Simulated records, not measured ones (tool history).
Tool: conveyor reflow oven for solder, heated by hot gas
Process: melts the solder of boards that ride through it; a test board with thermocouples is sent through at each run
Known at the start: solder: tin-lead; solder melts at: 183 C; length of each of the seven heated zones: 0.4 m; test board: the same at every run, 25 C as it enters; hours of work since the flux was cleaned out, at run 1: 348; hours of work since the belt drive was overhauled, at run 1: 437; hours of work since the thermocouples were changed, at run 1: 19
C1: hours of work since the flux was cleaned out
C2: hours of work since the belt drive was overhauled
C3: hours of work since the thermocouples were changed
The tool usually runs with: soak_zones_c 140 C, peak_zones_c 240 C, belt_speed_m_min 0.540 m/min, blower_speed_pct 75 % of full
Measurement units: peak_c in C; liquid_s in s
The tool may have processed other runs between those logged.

{"run": 1, "hour": 0.0, "soak_zones_c": 140, "peak_zones_c": 240, "belt_speed_m_min": 0.54, "blower_speed_pct": 75, "C1": 348, "C2": 437, "C3": 19, "peak_c": 227.0, "liquid_s": 75.9}
{"run": 2, "hour": 12.5, "soak_zones_c": 140, "peak_zones_c": 240, "belt_speed_m_min": 0.54, "blower_speed_pct": 75, "C1": 355, "C2": 443, "C3": 25, "peak_c": 227.5, "liquid_s": 76.1}
{"run": 3, "hour": 33.9, "soak_zones_c": 140, "peak_zones_c": 240, "belt_speed_m_min": 0.54, "blower_speed_pct": 75, "C1": 365, "C2": 454, "C3": 35, "peak_c": 226.8, "liquid_s": 76.0}
{"run": 4, "hour": 51.0, "soak_zones_c": 140, "peak_zones_c": 240, "belt_speed_m_min": 0.54, "blower_speed_pct": 75, "C1": 374, "C2": 462, "C3": 44, "peak_c": 226.4, "liquid_s": 75.7}
{"run": 5, "hour": 69.8, "soak_zones_c": 140, "peak_zones_c": 240, "belt_speed_m_min": 0.54, "blower_speed_pct": 75, "C1": 383, "C2": 471, "C3": 53, "peak_c": 226.7, "liquid_s": 75.1}
{"run": 6, "hour": 81.0, "soak_zones_c": 140, "peak_zones_c": 240, "belt_speed_m_min": 0.54, "blower_speed_pct": 68, "C1": 389, "C2": 477, "C3": 59, "peak_c": 224.8, "liquid_s": 74.8}
{"run": 7, "hour": 92.9, "soak_zones_c": 140, "peak_zones_c": 240, "belt_speed_m_min": 0.54, "blower_speed_pct": 68, "C1": 394, "C2": 483, "C3": 64, "peak_c": 225.4, "liquid_s": 74.2}
{"run": 8, "hour": 111.2, "soak_zones_c": 140, "peak_zones_c": 240, "belt_speed_m_min": 0.54, "blower_speed_pct": 68, "C1": 403, "C2": 492, "C3": 74, "peak_c": 224.3, "liquid_s": 74.2}
{"hour": 128.6, "done": "flux residue cleaned out of gas plates and filters"}
{"run": 9, "hour": 128.6, "soak_zones_c": 140, "peak_zones_c": 240, "belt_speed_m_min": 0.54, "blower_speed_pct": 68, "C1": 0, "C2": 498, "C3": 80, "peak_c": 226.0, "liquid_s": 75.0}
{"run": 10, "hour": 139.5, "soak_zones_c": 140, "peak_zones_c": 240, "belt_speed_m_min": 0.54, "blower_speed_pct": 68, "C1": 5, "C2": 503, "C3": 85, "peak_c": 226.5, "liquid_s": 75.1}
{"run": 11, "hour": 163.1, "soak_zones_c": 140, "peak_zones_c": 240, "belt_speed_m_min": 0.559, "blower_speed_pct": 75, "C1": 17, "C2": 515, "C3": 97, "peak_c": 226.7, "liquid_s": 73.5}
{"run": 12, "hour": 180.7, "soak_zones_c": 140, "peak_zones_c": 240, "belt_speed_m_min": 0.559, "blower_speed_pct": 75, "C1": 26, "C2": 524, "C3": 105, "peak_c": 227.6, "liquid_s": 72.7}
{"run": 13, "hour": 191.6, "soak_zones_c": 140, "peak_zones_c": 240, "belt_speed_m_min": 0.54, "blower_speed_pct": 75, "C1": 31, "C2": 529, "C3": 111, "peak_c": 228.5, "liquid_s": 76.6}
{"run": 14, "hour": 210.0, "soak_zones_c": 140, "peak_zones_c": 240, "belt_speed_m_min": 0.54, "blower_speed_pct": 75, "C1": 40, "C2": 538, "C3": 120, "peak_c": 227.2, "liquid_s": 76.4}
{"run": 15, "hour": 234.5, "soak_zones_c": 140, "peak_zones_c": 240, "belt_speed_m_min": 0.54, "blower_speed_pct": 75, "C1": 52, "C2": 550, "C3": 132, "peak_c": 227.8, "liquid_s": 76.6}
{"run": 16, "hour": 246.6, "soak_zones_c": 132, "peak_zones_c": 240, "belt_speed_m_min": 0.638, "blower_speed_pct": 75, "C1": 58, "C2": 556, "C3": 138, "peak_c": 220.6, "liquid_s": 57.5}
{"run": 17, "hour": 267.0, "soak_zones_c": 132, "peak_zones_c": 240, "belt_speed_m_min": 0.638, "blower_speed_pct": 75, "C1": 68, "C2": 566, "C3": 148, "peak_c": 220.8, "liquid_s": 57.3}
{"run": 18, "hour": 293.8, "soak_zones_c": 140, "peak_zones_c": 250, "belt_speed_m_min": 0.531, "blower_speed_pct": 53, "C1": 82, "C2": 580, "C3": 161, "peak_c": 229.7, "liquid_s": 78.6}
{"run": 19, "hour": 306.4, "soak_zones_c": 138, "peak_zones_c": 246, "belt_speed_m_min": 0.64, "blower_speed_pct": 53, "C1": 88, "C2": 586, "C3": 168, "peak_c": 217.5, "liquid_s": 55.6}
{"run": 20, "hour": 322.7, "soak_zones_c": 134, "peak_zones_c": 248, "belt_speed_m_min": 0.631, "blower_speed_pct": 55, "C1": 96, "C2": 594, "C3": 176, "peak_c": 220.4, "liquid_s": 57.3}
{"run": 21, "hour": 343.2, "soak_zones_c": 140, "peak_zones_c": 229, "belt_speed_m_min": 0.558, "blower_speed_pct": 76, "C1": 106, "C2": 604, "C3": 186, "peak_c": 217.0, "liquid_s": 66.5}
{"run": 22, "hour": 360.4, "soak_zones_c": 140, "peak_zones_c": 229, "belt_speed_m_min": 0.558, "blower_speed_pct": 76, "C1": 115, "C2": 613, "C3": 194, "peak_c": 216.5, "liquid_s": 66.0}
{"run": 23, "hour": 372.4, "soak_zones_c": 134, "peak_zones_c": 240, "belt_speed_m_min": 0.54, "blower_speed_pct": 69, "C1": 121, "C2": 619, "C3": 200, "peak_c": 225.8, "liquid_s": 72.0}
{"run": 24, "hour": 385.0, "soak_zones_c": 141, "peak_zones_c": 250, "belt_speed_m_min": 0.54, "blower_speed_pct": 69, "C1": 127, "C2": 625, "C3": 207, "peak_c": 234.5, "liquid_s": 81.0}
{"run": 25, "hour": 406.4, "soak_zones_c": 140, "peak_zones_c": 240, "belt_speed_m_min": 0.54, "blower_speed_pct": 80, "C1": 137, "C2": 635, "C3": 217, "peak_c": 228.3, "liquid_s": 77.2}
{"run": 26, "hour": 425.6, "soak_zones_c": 140, "peak_zones_c": 240, "belt_speed_m_min": 0.54, "blower_speed_pct": 80, "C1": 147, "C2": 645, "C3": 227, "peak_c": 228.5, "liquid_s": 77.2}
{"run": 27, "hour": 452.0, "soak_zones_c": 151, "peak_zones_c": 235, "belt_speed_m_min": 0.457, "blower_speed_pct": 82, "C1": 160, "C2": 658, "C3": 240, "peak_c": 228.5, "liquid_s": 97.3}
{"run": 28, "hour": 467.7, "soak_zones_c": 140, "peak_zones_c": 240, "belt_speed_m_min": 0.646, "blower_speed_pct": 75, "C1": 168, "C2": 666, "C3": 247, "peak_c": 221.8, "liquid_s": 59.4}
{"run": 29, "hour": 482.8, "soak_zones_c": 143, "peak_zones_c": 240, "belt_speed_m_min": 0.54, "blower_speed_pct": 59, "C1": 175, "C2": 673, "C3": 255, "peak_c": 221.7, "liquid_s": 73.8}
{"run": 30, "hour": 504.5, "soak_zones_c": 143, "peak_zones_c": 240, "belt_speed_m_min": 0.54, "blower_speed_pct": 59, "C1": 186, "C2": 684, "C3": 266, "peak_c": 222.3, "liquid_s": 73.4}

5 options for the next run, each taken on its own from the tool as it stands now. Forecast them:
{"run": "A", "hour": 524.2, "soak_zones_c": 140, "peak_zones_c": 236, "belt_speed_m_min": 0.593, "blower_speed_pct": 75, "C1": 196, "C2": 694, "C3": 275, "peak_c": "?", "liquid_s": "?"}
{"run": "B", "hour": 524.2, "soak_zones_c": 143, "peak_zones_c": 240, "belt_speed_m_min": 0.437, "blower_speed_pct": 59, "C1": 196, "C2": 694, "C3": 275, "peak_c": "?", "liquid_s": "?"}
{"run": "C", "hour": 524.2, "soak_zones_c": 140, "peak_zones_c": 252, "belt_speed_m_min": 0.449, "blower_speed_pct": 75, "C1": 196, "C2": 694, "C3": 275, "peak_c": "?", "liquid_s": "?"}
{"run": "D", "hour": 524.2, "soak_zones_c": 140, "peak_zones_c": 250, "belt_speed_m_min": 0.54, "blower_speed_pct": 51, "C1": 196, "C2": 694, "C3": 275, "peak_c": "?", "liquid_s": "?"}
{"run": "E", "hour": 524.2, "soak_zones_c": 154, "peak_zones_c": 240, "belt_speed_m_min": 0.468, "blower_speed_pct": 69, "C1": 196, "C2": 694, "C3": 275, "peak_c": "?", "liquid_s": "?"}

run=A peak_c=220.8 liquid_s=64.3
run=B peak_c=227.7 liquid_s=97.4
run=C peak_c=242.2 liquid_s=102.6
run=D peak_c=227.4 liquid_s=75.6
run=E peak_c=229.9 liquid_s=97.1
The same runs, with their run-to-run variation unchanged, on a tool lacking any hidden condition would have given:
run=A peak_c=222.3 liquid_s=64.8
run=B peak_c=229.0 liquid_s=97.4
run=C peak_c=243.6 liquid_s=102.3
run=D peak_c=228.6 liquid_s=75.8
run=E peak_c=231.2 liquid_s=96.8
